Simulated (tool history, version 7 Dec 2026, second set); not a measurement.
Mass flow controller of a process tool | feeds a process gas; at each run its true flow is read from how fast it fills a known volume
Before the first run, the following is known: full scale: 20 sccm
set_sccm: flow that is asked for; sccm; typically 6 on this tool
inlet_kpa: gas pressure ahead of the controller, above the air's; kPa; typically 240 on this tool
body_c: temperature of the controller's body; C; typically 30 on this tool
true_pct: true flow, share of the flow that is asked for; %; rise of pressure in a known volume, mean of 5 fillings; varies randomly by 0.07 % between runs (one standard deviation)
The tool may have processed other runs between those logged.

Run 1, hour 0: usual settings. Result: true_pct 97.49 %.
Run 2, hour 74.9: usual settings but set_sccm 10 sccm. Result: true_pct 98.12 %.
Run 3, hour 147.4: usual settings but set_sccm 3 sccm. Result: true_pct 97.02 %.
Run 4, hour 213.9: usual settings but set_sccm 3 sccm. Result: true_pct 97.08 %.
Run 5, hour 266.6: usual settings but inlet_kpa 186 kPa. Result: true_pct 97.45 %.
Run 6, hour 322.2: usual settings but inlet_kpa 186 kPa. Result: true_pct 97.58 %.
Run 7, hour 362.1: usual settings. Result: true_pct 97.45 %.
Run 8, hour 427.6: usual settings but body_c 39 C. Result: true_pct 96.44 %.
Run 9, hour 458: usual settings but body_c 39 C. Result: true_pct 96.57 %.
Run 10, hour 488.8: usual settings. Result: true_pct 97.55 %.
Run 11, hour 533.1: usual settings but set_sccm 2 sccm. Result: true_pct 96.96 %.
Run 12, hour 579: usual settings but inlet_kpa 171 kPa. Result: true_pct 97.36 %.
Run 13, hour 633.6: usual settings but inlet_kpa 171 kPa. Result: true_pct 97.37 %.
Run 14, hour 690.6: usual settings but inlet_kpa 171 kPa. Result: true_pct 97.39 %.
Run 15, hour 762.4: usual settings but set_sccm 9 sccm. Result: true_pct 98.05 %.
Run 16, hour 835.4: usual settings but inlet_kpa 196 kPa, body_c 22 C. Result: true_pct 98.24 %.
Run 17, hour 871.8: usual settings but set_sccm 16 sccm, inlet_kpa 181 kPa, body_c 32 C. Result: true_pct 98.65 %.
Run 18, hour 923.9: usual settings but set_sccm 2 sccm, inlet_kpa 235 kPa, body_c 34 C. Result: true_pct 96.46 %.

Estimate the outcome of run 19 from the log above:
Run 19, hour 988.6: usual settings but set_sccm 12 sccm, inlet_kpa 235 kPa, body_c 34 C. Result: true_pct ?.

Run 19 measured true_pct 97.92 %.
Were there no unlogged condition in the tool, this run, its random variation unchanged, would have produced true_pct 97.92 %.
